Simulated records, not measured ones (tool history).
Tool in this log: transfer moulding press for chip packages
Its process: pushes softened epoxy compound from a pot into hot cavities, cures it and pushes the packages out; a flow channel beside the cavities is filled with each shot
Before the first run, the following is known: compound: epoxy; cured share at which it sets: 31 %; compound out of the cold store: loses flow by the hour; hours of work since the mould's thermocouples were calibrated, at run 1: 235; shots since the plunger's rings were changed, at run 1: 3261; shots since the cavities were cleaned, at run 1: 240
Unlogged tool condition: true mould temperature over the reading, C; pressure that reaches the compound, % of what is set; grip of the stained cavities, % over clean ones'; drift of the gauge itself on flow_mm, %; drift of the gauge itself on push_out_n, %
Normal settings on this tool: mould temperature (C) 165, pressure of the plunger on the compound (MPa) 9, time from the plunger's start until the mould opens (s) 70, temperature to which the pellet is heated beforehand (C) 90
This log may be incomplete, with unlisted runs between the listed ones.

run	day	mould temperature (C)	pressure of the plunger on the compound (MPa)	time from the plunger's start until the mould opens (s)	temperature to which the pellet is heated beforehand (C)	hours of work since the mould's thermocouples were calibrated	shots since the plunger's rings were changed	shots since the cavities were cleaned	incoming compound's hours out of the cold store	length that the compound runs in the flow channel (mm)	greatest force on the pins that push the packages out (N)
1	0	165	9	70	90	235	3261	240	16.1	763	792
# day 0.933: cavities cleaned with cleaning compound and waxed
2	1.554	165	9	70	90	252	3676	174	24.7	733	752
# day 2.758: cavities cleaned with cleaning compound and waxed
3	3.175	163	9	70	90	270	4110	117	46.9	693	825
# day 4.433: cavities cleaned with cleaning compound and waxed
4	4.492	163	9	70	90	285	4458	17	23.7	740	801
# day 6.229: cavities cleaned with cleaning compound and waxed
5	6.475	163	9	70	90	307	4993	69	18.4	738	839
# day 8.058: cavities cleaned with cleaning compound and waxed
6	8.75	163	9	70	90	332	5608	192	22.7	719	924
# day 9.542: plunger's sealing rings changed
# day 9.946: cavities cleaned with cleaning compound and waxed
7	9.946	165	9	70	99	344	95	0	18.4	797	641
8	11.429	165	9	70	99	361	508	413	22.3	794	866
# day 11.629: cavities cleaned with cleaning compound and waxed
9	12.967	165	9	70	90	377	918	372	34.7	754	837
# day 13.467: cavities cleaned with cleaning compound and waxed
10	14.4	159	9	70	90	393	1300	259	25.2	804	1355
# day 15.267: cavities cleaned with cleaning compound and waxed
11	15.775	165	9	70	90	408	1665	142	17.8	797	794
12	16.842	165	9	70	90	420	1962	439	12.9	805	939
# day 17.079: cavities cleaned with cleaning compound and waxed
# day 17.35: mould's thermocouples calibrated
13	18.154	165	9	70	90	9	2287	276	43.5	713	758
# day 19.029: cavities cleaned with cleaning compound and waxed
14	19.7	165	9	70	90	26	2699	187	11.8	770	751
# day 20.733: cavities cleaned with cleaning compound and waxed
15	21.396	165	7.12	89	81	45	3153	183	21.8	669	471
# day 22.562: cavities cleaned with cleaning compound and waxed
16	23.446	165	7.88	70	83	68	3706	245	9.6	730	867
# day 24.375: cavities cleaned with cleaning compound and waxed
17	25.871	165	7.63	53	84	95	4364	416	40.8	641	1750
# day 26.088: cavities cleaned with cleaning compound and waxed
# day 27.942: cavities cleaned with cleaning compound and waxed
18	28.154	172	9	70	93	119	4964	59	30.6	677	424
# day 29.662: cavities cleaned with cleaning compound and waxed
19	30.396	161	9.66	70	86	144	5570	204	27.3	741	1141
# day 31.267: plunger's sealing rings changed
# day 31.45: cavities cleaned with cleaning compound and waxed
20	31.912	161	9.66	70	86	160	162	128	17.3	857	1124
# day 33.183: cavities cleaned with cleaning compound and waxed
21	33.2	161	9.66	63	86	174	503	4	43.9	777	1131
22	34.375	165	8.23	66	97	187	830	331	17.9	754	919
# day 34.933: cavities cleaned with cleaning compound and waxed
23	36.079	165	8.23	66	97	206	1286	318	20.2	759	984
# day 36.696: cavities cleaned with cleaning compound and waxed
24	37.342	166	9	58	90	220	1620	179	28.2	753	1146
# day 38.371: cavities cleaned with cleaning compound and waxed
25	38.779	166	9	58	90	235	2003	114	29.9	741	1088
26	39.779	166	7.35	58	90	247	2281	392	47.1	632	1279
# day 40.192: cavities cleaned with cleaning compound and waxed
27	41.254	172	7.35	85	90	263	2675	297	20.7	665	446

Branching from run 27: 3 alternative next runs. What would each branch give?
# day 41.971: cavities cleaned with cleaning compound and waxed
A	43.121	172	10.64	73	94	284	3176	319	39	?	?
# day 41.971: cavities cleaned with cleaning compound and waxed
B	43.121	172	7.35	61	90	284	3176	319	22.1	?	?
# day 41.971: cavities cleaned with cleaning compound and waxed
C	43.121	164	7.35	94	90	284	3176	319	10	?	?

run	length that the compound runs in the flow channel (mm)	greatest force on the pins that push the packages out (N)
A	746	500
B	651	707
C	714	508
With no hidden state in the tool, these same runs would have given:
run	length that the compound runs in the flow channel (mm)	greatest force on the pins that push the packages out (N)
A	791	373
B	691	508
C	756	373
